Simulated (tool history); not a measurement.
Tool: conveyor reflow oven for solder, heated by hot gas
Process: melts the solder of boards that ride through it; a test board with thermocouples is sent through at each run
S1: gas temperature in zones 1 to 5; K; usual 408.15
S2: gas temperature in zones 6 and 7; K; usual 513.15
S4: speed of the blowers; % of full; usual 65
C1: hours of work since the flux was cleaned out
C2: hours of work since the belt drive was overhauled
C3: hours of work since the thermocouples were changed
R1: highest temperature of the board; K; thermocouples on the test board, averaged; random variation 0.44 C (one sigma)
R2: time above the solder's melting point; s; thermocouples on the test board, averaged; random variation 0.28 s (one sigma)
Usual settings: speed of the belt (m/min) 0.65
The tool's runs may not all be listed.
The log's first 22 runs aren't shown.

run 23 hour=726.4 | S1=408.15 S2=513.15 speed_of_the_belt_(m/min)=0.592 S4=65 | C1=194 C2=377 C3=690 | R1=493.05 R2=46.7
run 24 hour=771.2 | S1=418.15 S2=513.15 speed_of_the_belt_(m/min)=0.746 S4=65 | C1=229 C2=412 C3=725 | R1=486.35 R2=35.1
-- hour=801.1 flux residue cleaned out of gas plates and filters
run 25 hour=804.5 | S1=418.15 S2=513.15 speed_of_the_belt_(m/min)=0.746 S4=65 | C1=3 C2=434 C3=747 | R1=488.85 R2=36.4
run 26 hour=850.8 | S1=418.15 S2=516.15 speed_of_the_belt_(m/min)=0.746 S4=65 | C1=39 C2=470 C3=783 | R1=490.25 R2=37.2
run 27 hour=878.3 | S1=418.15 S2=516.15 speed_of_the_belt_(m/min)=0.746 S4=65 | C1=60 C2=492 C3=805 | R1=489.85 R2=36.7
run 28 hour=910.9 | S1=418.15 S2=505.15 speed_of_the_belt_(m/min)=0.746 S4=65 | C1=86 C2=517 C3=830 | R1=482.15 R2=32
run 29 hour=933.4 | S1=419.15 S2=503.15 speed_of_the_belt_(m/min)=0.761 S4=64 | C1=103 C2=535 C3=848 | R1=478.85 R2=29.9
run 30 hour=957.8 | S1=419.15 S2=503.15 speed_of_the_belt_(m/min)=0.761 S4=64 | C1=122 C2=554 C3=867 | R1=479.65 R2=29.2

4 ways to go on from here, each from the tool as it stands after run 30. What would each give?
-- hour=964.1 thermocouples of zones 6 and 7 changed
run A hour=988.5 | S1=395.15 S2=513.15 speed_of_the_belt_(m/min)=0.745 S4=65 | C1=145 C2=576 C3=19 | R1=? R2=?
-- hour=964.1 thermocouples of zones 6 and 7 changed
run B hour=988.5 | S1=413.15 S2=503.15 speed_of_the_belt_(m/min)=0.527 S4=54 | C1=145 C2=576 C3=19 | R1=? R2=?
-- hour=964.1 thermocouples of zones 6 and 7 changed
run C hour=988.5 | S1=407.15 S2=505.15 speed_of_the_belt_(m/min)=0.761 S4=64 | C1=145 C2=576 C3=19 | R1=? R2=?
-- hour=964.1 thermocouples of zones 6 and 7 changed
run D hour=988.5 | S1=419.15 S2=503.15 speed_of_the_belt_(m/min)=0.599 S4=81 | C1=145 C2=576 C3=19 | R1=? R2=?

run=A R1=482.35 R2=26.7
run=B R1=486.85 R2=50.5
run=C R1=478.45 R2=25.8
run=D R1=489.95 R2=48.5
Without the tool's hidden state the same runs would have given:
run=A R1=483.65 R2=27.2
run=B R1=487.65 R2=50.5
run=C R1=479.55 R2=26.4
run=D R1=490.95 R2=48.6

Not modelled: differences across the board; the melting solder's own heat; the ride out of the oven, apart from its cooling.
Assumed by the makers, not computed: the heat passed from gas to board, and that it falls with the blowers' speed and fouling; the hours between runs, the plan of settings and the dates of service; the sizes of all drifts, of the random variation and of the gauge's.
